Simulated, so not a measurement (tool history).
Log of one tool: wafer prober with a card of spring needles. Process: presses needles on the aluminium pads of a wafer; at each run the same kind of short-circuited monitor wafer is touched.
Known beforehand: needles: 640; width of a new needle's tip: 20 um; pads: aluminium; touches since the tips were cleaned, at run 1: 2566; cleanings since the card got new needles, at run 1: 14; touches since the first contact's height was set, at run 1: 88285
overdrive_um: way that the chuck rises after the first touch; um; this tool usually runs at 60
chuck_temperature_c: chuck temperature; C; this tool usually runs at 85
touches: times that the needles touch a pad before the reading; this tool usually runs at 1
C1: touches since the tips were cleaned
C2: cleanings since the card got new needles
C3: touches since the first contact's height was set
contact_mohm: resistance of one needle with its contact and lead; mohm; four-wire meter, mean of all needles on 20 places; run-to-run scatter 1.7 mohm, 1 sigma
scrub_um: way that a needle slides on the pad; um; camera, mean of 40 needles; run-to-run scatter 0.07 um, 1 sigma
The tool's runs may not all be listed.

{"run": 1, "hour": 0.0, "overdrive_um": 60, "chuck_temperature_c": 85, "touches": 1, "C1": 2566, "C2": 14, "C3": 88285, "contact_mohm": 202, "scrub_um": 9.94}
{"run": 2, "hour": 5.2, "overdrive_um": 60, "chuck_temperature_c": 85, "touches": 1, "C1": 4242, "C2": 14, "C3": 89961, "contact_mohm": 214, "scrub_um": 10.0}
{"hour": 8.1, "done": "tips cleaned on abrasive film"}
{"run": 3, "hour": 16.4, "overdrive_um": 52, "chuck_temperature_c": 85, "touches": 1, "C1": 2682, "C2": 15, "C3": 93564, "contact_mohm": 254, "scrub_um": 8.54}
{"run": 4, "hour": 22.8, "overdrive_um": 52, "chuck_temperature_c": 85, "touches": 1, "C1": 4750, "C2": 15, "C3": 95632, "contact_mohm": 259, "scrub_um": 8.61}
{"hour": 23.6, "done": "tips cleaned on abrasive film"}
{"run": 5, "hour": 34.5, "overdrive_um": 52, "chuck_temperature_c": 85, "touches": 1, "C1": 3534, "C2": 16, "C3": 99380, "contact_mohm": 226, "scrub_um": 8.66}
{"hour": 39.4, "done": "tips cleaned on abrasive film"}
{"run": 6, "hour": 46.7, "overdrive_um": 52, "chuck_temperature_c": 85, "touches": 1, "C1": 2365, "C2": 17, "C3": 103306, "contact_mohm": 211, "scrub_um": 8.47}
{"run": 7, "hour": 53.8, "overdrive_um": 52, "chuck_temperature_c": 85, "touches": 1, "C1": 4661, "C2": 17, "C3": 105602, "contact_mohm": 236, "scrub_um": 8.65}
{"hour": 54.8, "done": "tips cleaned on abrasive film"}
{"run": 8, "hour": 65.9, "overdrive_um": 52, "chuck_temperature_c": 85, "touches": 1, "C1": 3568, "C2": 18, "C3": 109474, "contact_mohm": 229, "scrub_um": 8.57}
{"hour": 70.5, "done": "tips cleaned on abrasive film, once more"}
{"run": 9, "hour": 75.0, "overdrive_um": 52, "chuck_temperature_c": 85, "touches": 1, "C1": 1468, "C2": 19, "C3": 112412, "contact_mohm": 203, "scrub_um": 8.56}
{"run": 10, "hour": 83.8, "overdrive_um": 49, "chuck_temperature_c": 85, "touches": 1, "C1": 4284, "C2": 19, "C3": 115228, "contact_mohm": 239, "scrub_um": 8.02}
{"hour": 85.9, "done": "tips cleaned on abrasive film"}
{"run": 11, "hour": 94.0, "overdrive_um": 49, "chuck_temperature_c": 85, "touches": 3, "C1": 2636, "C2": 20, "C3": 118527, "contact_mohm": 198, "scrub_um": 7.96}
{"run": 12, "hour": 100.9, "overdrive_um": 45, "chuck_temperature_c": 85, "touches": 1, "C1": 4853, "C2": 20, "C3": 120744, "contact_mohm": 255, "scrub_um": 7.33}
{"hour": 101.7, "done": "tips cleaned on abrasive film"}
{"run": 13, "hour": 110.7, "overdrive_um": 45, "chuck_temperature_c": 85, "touches": 1, "C1": 2908, "C2": 21, "C3": 123894, "contact_mohm": 231, "scrub_um": 7.44}
{"hour": 117.5, "done": "tips cleaned on abrasive film"}
{"run": 14, "hour": 122.4, "overdrive_um": 60, "chuck_temperature_c": 83, "touches": 1, "C1": 1597, "C2": 22, "C3": 127641, "contact_mohm": 195, "scrub_um": 9.81}
{"run": 15, "hour": 129.5, "overdrive_um": 60, "chuck_temperature_c": 83, "touches": 1, "C1": 3901, "C2": 22, "C3": 129945, "contact_mohm": 211, "scrub_um": 9.82}
{"hour": 133.6, "done": "tips cleaned on abrasive film"}
{"run": 16, "hour": 137.6, "overdrive_um": 60, "chuck_temperature_c": 85, "touches": 1, "C1": 1307, "C2": 23, "C3": 132526, "contact_mohm": 195, "scrub_um": 9.94}
{"run": 17, "hour": 147.3, "overdrive_um": 59, "chuck_temperature_c": 85, "touches": 1, "C1": 4459, "C2": 23, "C3": 135678, "contact_mohm": 219, "scrub_um": 9.72}
{"hour": 149.3, "done": "tips cleaned on abrasive film"}
{"run": 18, "hour": 156.1, "overdrive_um": 59, "chuck_temperature_c": 85, "touches": 1, "C1": 2186, "C2": 24, "C3": 138471, "contact_mohm": 203, "scrub_um": 9.62}
{"run": 19, "hour": 163.4, "overdrive_um": 60, "chuck_temperature_c": 47, "touches": 1, "C1": 4555, "C2": 24, "C3": 140840, "contact_mohm": 215, "scrub_um": 9.95}
{"hour": 165.0, "done": "tips cleaned on abrasive film"}
{"run": 20, "hour": 171.2, "overdrive_um": 55, "chuck_temperature_c": 77, "touches": 3, "C1": 2006, "C2": 25, "C3": 143333, "contact_mohm": 186, "scrub_um": 8.92}
{"hour": 180.8, "done": "tips cleaned on abrasive film"}
{"run": 21, "hour": 182.3, "overdrive_um": 76, "chuck_temperature_c": 77, "touches": 2, "C1": 479, "C2": 26, "C3": 146895, "contact_mohm": 174, "scrub_um": 12.52}
{"run": 22, "hour": 192.1, "overdrive_um": 76, "chuck_temperature_c": 51, "touches": 1, "C1": 3640, "C2": 26, "C3": 150056, "contact_mohm": 191, "scrub_um": 12.55}
{"hour": 196.8, "done": "tips cleaned on abrasive film"}
{"run": 23, "hour": 202.3, "overdrive_um": 60, "chuck_temperature_c": 56, "touches": 1, "C1": 1806, "C2": 27, "C3": 153347, "contact_mohm": 199, "scrub_um": 9.7}
{"hour": 212.6, "done": "tips cleaned on abrasive film"}
{"run": 24, "hour": 214.8, "overdrive_um": 75, "chuck_temperature_c": 89, "touches": 2, "C1": 739, "C2": 28, "C3": 157360, "contact_mohm": 178, "scrub_um": 12.42}
{"run": 25, "hour": 222.2, "overdrive_um": 75, "chuck_temperature_c": 89, "touches": 2, "C1": 3120, "C2": 28, "C3": 159741, "contact_mohm": 188, "scrub_um": 12.35}
{"hour": 228.6, "done": "tips cleaned on abrasive film"}
{"run": 26, "hour": 231.5, "overdrive_um": 60, "chuck_temperature_c": 29, "touches": 2, "C1": 950, "C2": 29, "C3": 162720, "contact_mohm": 174, "scrub_um": 9.81}
{"run": 27, "hour": 242.9, "overdrive_um": 60, "chuck_temperature_c": 29, "touches": 2, "C1": 4651, "C2": 29, "C3": 166421, "contact_mohm": 196, "scrub_um": 9.65}
{"hour": 244.9, "done": "tips cleaned on abrasive film"}
{"run": 28, "hour": 250.6, "overdrive_um": 77, "chuck_temperature_c": 99, "touches": 1, "C1": 1846, "C2": 30, "C3": 168882, "contact_mohm": 192, "scrub_um": 12.45}
{"run": 29, "hour": 257.7, "overdrive_um": 64, "chuck_temperature_c": 85, "touches": 1, "C1": 4136, "C2": 30, "C3": 171172, "contact_mohm": 215, "scrub_um": 10.43}
{"hour": 260.7, "done": "tips cleaned on abrasive film"}
{"run": 30, "hour": 265.2, "overdrive_um": 64, "chuck_temperature_c": 85, "touches": 1, "C1": 1468, "C2": 31, "C3": 173561, "contact_mohm": 192, "scrub_um": 10.32}
{"run": 31, "hour": 274.1, "overdrive_um": 55, "chuck_temperature_c": 85, "touches": 1, "C1": 4362, "C2": 31, "C3": 176455, "contact_mohm": 230, "scrub_um": 8.94}
{"hour": 276.1, "done": "tips cleaned on abrasive film"}
{"run": 32, "hour": 280.9, "overdrive_um": 60, "chuck_temperature_c": 36, "touches": 1, "C1": 1554, "C2": 32, "C3": 178616, "contact_mohm": 192, "scrub_um": 9.88}
{"run": 33, "hour": 286.5, "overdrive_um": 60, "chuck_temperature_c": 36, "touches": 1, "C1": 3353, "C2": 32, "C3": 180415, "contact_mohm": 206, "scrub_um": 9.8}

Each row is a separate what-if for the run after 33, all from the same tool condition, not one after another. Results?
{"hour": 291.6, "done": "tips cleaned on abrasive film"}
{"run": "A", "hour": 292.1, "overdrive_um": 60, "chuck_temperature_c": 26, "touches": 1, "C1": 176, "C2": 33, "C3": 182211, "contact_mohm": "?", "scrub_um": "?"}
{"hour": 291.6, "done": "tips cleaned on abrasive film"}
{"run": "B", "hour": 292.1, "overdrive_um": 52, "chuck_temperature_c": 36, "touches": 2, "C1": 176, "C2": 33, "C3": 182211, "contact_mohm": "?", "scrub_um": "?"}
{"hour": 291.6, "done": "tips cleaned on abrasive film"}
{"run": "C", "hour": 292.1, "overdrive_um": 60, "chuck_temperature_c": 32, "touches": 1, "C1": 176, "C2": 33, "C3": 182211, "contact_mohm": "?", "scrub_um": "?"}

run=A contact_mohm=172 scrub_um=9.62
run=B contact_mohm=178 scrub_um=8.38
run=C contact_mohm=171 scrub_um=9.68
Without the tool's hidden state the same runs would have given:
run=A contact_mohm=162 scrub_um=10.05
run=B contact_mohm=169 scrub_um=8.81
run=C contact_mohm=161 scrub_um=10.11
